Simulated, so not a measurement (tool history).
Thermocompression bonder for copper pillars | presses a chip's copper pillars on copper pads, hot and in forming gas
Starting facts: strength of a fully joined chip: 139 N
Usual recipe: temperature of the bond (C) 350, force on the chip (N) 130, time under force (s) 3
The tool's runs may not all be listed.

run	hour	temperature of the bond (C)	force on the chip (N)	time under force (s)	force that shears a chip off (N)
1	0	350	130	3	71.7
# hour 17.5: forming gas filter changed
2	19.9	321	130	3	55.1
3	30.5	350	130	3	76.5
4	46.1	341	130	3	69.8
5	67.2	341	130	3	69.5
6	87.1	341	92	3	55.2
7	111.8	350	130	3	76.1
8	125.7	328	130	3	57.8
9	140.5	350	185	3	89
10	161.9	350	185	3	90
11	177.2	359	185	3	96.1
12	189.6	338	185	3	79.8
13	203.7	338	185	3	78.4
14	220	350	130	2	64.4
15	240.9	350	130	2	64.3
16	255.6	350	130	2	63.7
17	266.6	350	130	3	72.4
18	280.4	350	130	3	73.9
19	301.6	356	130	3	78.6
20	312.1	350	130	6	89.8
21	328.4	350	130	6	89.1
22	348	360	147	5	97
23	359.1	360	147	5	98.5
24	374.2	360	147	5	97.3
25	395.1	360	147	5	97.4
26	409.2	339	86	5	59.7
27	426.3	339	86	5	58.9
28	440.1	341	175	2	67.2
29	461.7	327	100	8	65.9
30	480.3	327	100	5	55.2
31	492.5	327	108	5	59.8
32	503.1	327	144	7	76.8
33	526.5	355	140	2	67.8
34	549.7	350	130	3	70.5
35	567.4	350	120	3	66.3
36	580.1	350	120	3	66.2
37	593.3	350	107	3	63
38	609.2	333	104	5	59.1
39	631.8	334	179	4	76.4
40	642.5	368	91	3	68.3

Alternative continuations, all from the tool just after run 40; predict every row:
A	664.3	350	157	6	?
B	664.3	368	81	3	?
C	664.3	368	91	4	?

run	force that shears a chip off (N)
A	93.5
B	63.2
C	73.9
Take away the tool's hidden state, keep each run's random variation, and the runs would have read:
run	force that shears a chip off (N)
A	102.6
B	69.9
C	81.4
